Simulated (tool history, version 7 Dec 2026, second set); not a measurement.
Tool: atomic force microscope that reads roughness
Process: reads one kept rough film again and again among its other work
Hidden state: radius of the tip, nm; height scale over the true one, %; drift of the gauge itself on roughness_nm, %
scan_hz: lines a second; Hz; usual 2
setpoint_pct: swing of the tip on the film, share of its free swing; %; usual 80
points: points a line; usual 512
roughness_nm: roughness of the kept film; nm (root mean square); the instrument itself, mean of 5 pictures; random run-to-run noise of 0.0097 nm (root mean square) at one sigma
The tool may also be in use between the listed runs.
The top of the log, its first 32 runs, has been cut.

run   hour  scan_hz  setpoint_pct  points  pictures with this tip  hours of work since the height scale was calibrated  roughness_nm
 33  580.9     3.87            70     512                      72                                                  590         1.531
 34  598.5     3.87            70     512                      87                                                  599         1.448
 35  609.5     3.08            65     512                      97                                                  605         1.481
 36  627.9     2.45            80     704                     113                                                  614         1.297
 37  648.9     0.69            60     512                     132                                                  625          1.44
 38  660.9     2.23            80     512                     142                                                  631         1.191
     663.3  -- new tip fitted
 39  681.1     1.58            80     973                      16                                                  641         2.086
 40  693.2     1.02            74     671                      26                                                  647         2.121
 41  718.2     1.02            74     671                      49                                                  660         1.904
 42  732.4     1.02            74     671                      61                                                  667         1.807
 43  748.6     1.02            83     671                      75                                                  675         1.647
 44  771.3     0.99            79     704                      95                                                  687         1.579
 45  790.2     0.99            79     704                     112                                                  696         1.477
 46  809.5     0.72            62     868                     129                                                  706         1.472
       826  -- new tip fitted
 47  834.1     0.67            80     441                       8                                                  718          2.26
 48  852.8     1.28            57     500                      24                                                  728         2.158
 49  876.4     1.68            59     373                      45                                                  740         1.916
 50    888        2            80     557                      55                                                  746         1.651
 51  899.7        2            80     557                      66                                                  752         1.572
 52  912.4        2            80     557                      77                                                  758          1.51
 53  933.4        2            80     557                      95                                                  769         1.405

Each row is a separate what-if for the run after 53, all from the same tool condition, not one after another. Results?
  A  951.4        2            56     557                     111                                                  778             ?
  B  951.4      0.7            63     306                     111                                                  778             ?
  C  951.4        2            69     512                     111                                                  778             ?
  D  951.4      1.7            58     844                     111                                                  778             ?

run  roughness_nm
  A         1.499
  B           1.5
  C         1.421
  D         1.509
Without the tool's hidden state the same runs would have given:
run  roughness_nm
  A         2.495
  B         2.495
  C         2.368
  D         2.514

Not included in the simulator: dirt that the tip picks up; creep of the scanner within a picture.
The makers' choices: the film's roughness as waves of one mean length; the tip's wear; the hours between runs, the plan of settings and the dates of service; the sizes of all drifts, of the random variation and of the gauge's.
